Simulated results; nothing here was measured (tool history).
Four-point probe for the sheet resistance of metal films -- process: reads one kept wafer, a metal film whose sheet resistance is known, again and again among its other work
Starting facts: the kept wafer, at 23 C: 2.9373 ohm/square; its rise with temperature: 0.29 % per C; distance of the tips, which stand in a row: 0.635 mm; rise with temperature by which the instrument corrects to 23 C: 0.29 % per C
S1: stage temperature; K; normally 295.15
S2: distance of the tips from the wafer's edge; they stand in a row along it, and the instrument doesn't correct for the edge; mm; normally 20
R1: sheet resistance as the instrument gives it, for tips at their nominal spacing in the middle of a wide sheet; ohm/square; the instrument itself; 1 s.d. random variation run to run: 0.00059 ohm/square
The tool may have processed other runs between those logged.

{"run": 1, "hour": 0.0, "S1": 295.15, "S2": 20, "R1": 2.954655}
{"run": 2, "hour": 85.4, "S1": 295.15, "S2": 20, "R1": 2.956548}
{"run": 3, "hour": 161.3, "S1": 295.15, "S2": 20, "R1": 2.956141}
{"run": 4, "hour": 203.9, "S1": 294.15, "S2": 20, "R1": 2.957084}
{"run": 5, "hour": 282.9, "S1": 294.15, "S2": 20, "R1": 2.956663}
{"run": 6, "hour": 338.1, "S1": 295.15, "S2": 20, "R1": 2.956846}
{"run": 7, "hour": 387.3, "S1": 295.15, "S2": 20, "R1": 2.957681}
{"run": 8, "hour": 427.3, "S1": 295.15, "S2": 20, "R1": 2.957192}
{"run": 9, "hour": 492.3, "S1": 295.15, "S2": 50, "R1": 2.95567}
{"run": 10, "hour": 550.4, "S1": 295.15, "S2": 50, "R1": 2.955807}
{"run": 11, "hour": 623.7, "S1": 295.15, "S2": 68, "R1": 2.956523}
{"run": 12, "hour": 717.7, "S1": 295.15, "S2": 68, "R1": 2.957541}
{"hour": 726.3, "done": "stage's thermometer calibrated"}
{"run": 13, "hour": 782.3, "S1": 295.15, "S2": 14, "R1": 2.959476}
{"run": 14, "hour": 852.2, "S1": 295.15, "S2": 20, "R1": 2.959449}
{"run": 15, "hour": 942.2, "S1": 295.15, "S2": 20, "R1": 2.959395}
{"hour": 1019.6, "done": "stage's thermometer calibrated, once more"}
{"run": 16, "hour": 1027.6, "S1": 295.15, "S2": 20, "R1": 2.957931}
{"run": 17, "hour": 1104.2, "S1": 295.15, "S2": 20, "R1": 2.957221}
{"run": 18, "hour": 1192.1, "S1": 293.15, "S2": 20, "R1": 2.957012}
{"run": 19, "hour": 1264.9, "S1": 295.15, "S2": 20, "R1": 2.956999}
{"run": 20, "hour": 1311.1, "S1": 293.15, "S2": 20, "R1": 2.95832}
{"run": 21, "hour": 1369.1, "S1": 293.15, "S2": 20, "R1": 2.959085}
{"run": 22, "hour": 1436.0, "S1": 295.15, "S2": 20, "R1": 2.958992}
{"run": 23, "hour": 1526.8, "S1": 303.15, "S2": 19, "R1": 2.957271}
{"run": 24, "hour": 1585.8, "S1": 296.15, "S2": 5, "R1": 2.983065}
{"run": 25, "hour": 1629.2, "S1": 307.15, "S2": 5, "R1": 2.981109}
{"run": 26, "hour": 1693.1, "S1": 293.15, "S2": 3, "R1": 3.027595}
{"run": 27, "hour": 1752.3, "S1": 293.15, "S2": 3, "R1": 3.028995}
{"run": 28, "hour": 1846.1, "S1": 298.15, "S2": 47, "R1": 2.957618}
{"run": 29, "hour": 1906.4, "S1": 292.15, "S2": 17, "R1": 2.962872}
{"run": 30, "hour": 1957.7, "S1": 297.15, "S2": 34, "R1": 2.959804}
{"run": 31, "hour": 2004.9, "S1": 300.15, "S2": 11, "R1": 2.962412}
{"run": 32, "hour": 2070.9, "S1": 300.15, "S2": 11, "R1": 2.964475}
{"run": 33, "hour": 2126.7, "S1": 300.15, "S2": 11, "R1": 2.963918}
{"run": 34, "hour": 2219.8, "S1": 298.15, "S2": 4, "R1": 2.998438}
{"run": 35, "hour": 2306.1, "S1": 298.15, "S2": 4, "R1": 3.000453}
{"run": 36, "hour": 2401.3, "S1": 291.15, "S2": 35, "R1": 2.96146}
{"run": 37, "hour": 2466.0, "S1": 291.15, "S2": 35, "R1": 2.962712}
{"run": 38, "hour": 2563.3, "S1": 291.15, "S2": 35, "R1": 2.963954}
{"run": 39, "hour": 2617.3, "S1": 304.15, "S2": 35, "R1": 2.959664}
{"run": 40, "hour": 2676.2, "S1": 293.15, "S2": 14, "R1": 2.963762}
{"run": 41, "hour": 2733.8, "S1": 291.15, "S2": 18, "R1": 2.965401}
{"run": 42, "hour": 2831.7, "S1": 302.15, "S2": 3, "R1": 3.030286}
{"run": 43, "hour": 2873.2, "S1": 302.15, "S2": 3, "R1": 3.031679}
{"run": 44, "hour": 2914.1, "S1": 302.15, "S2": 3, "R1": 3.031652}

Hidden state or all else? Some run-to-run changes of R1, split into what the settings, what came in and random variation would give without the hidden state, and what is left for the hidden state (with any gauge scatter that isn't in both results):
The hidden state here: inner tips' distance over the nominal, %; tips' flats over new ones', %; wafer's true temperature over the reading, C; drift of the gauge itself on sheet_ohm, %.
Run 12 -> 13: S2 68 -> 14, stage's thermometer calibrated. R1 +0.001935 ohm/square: hidden state +0.000707, all else +0.001228.
Run 15 -> 16: stage's thermometer calibrated, once more. R1 -0.001464 ohm/square: hidden state -0.003349, all else +0.001885.
Run 25 -> 26: S1 307.15 -> 293.15, S2 5 -> 3. R1 +0.046486 ohm/square: hidden state +0.000563, all else +0.045923.
Run 27 -> 28: S1 293.15 -> 298.15, S2 3 -> 47. R1 -0.071377 ohm/square: hidden state -0.000057, all else -0.07132.
Run 41 -> 42: S1 291.15 -> 302.15, S2 18 -> 3. R1 +0.064885 ohm/square: hidden state +0.000836, all else +0.064049.

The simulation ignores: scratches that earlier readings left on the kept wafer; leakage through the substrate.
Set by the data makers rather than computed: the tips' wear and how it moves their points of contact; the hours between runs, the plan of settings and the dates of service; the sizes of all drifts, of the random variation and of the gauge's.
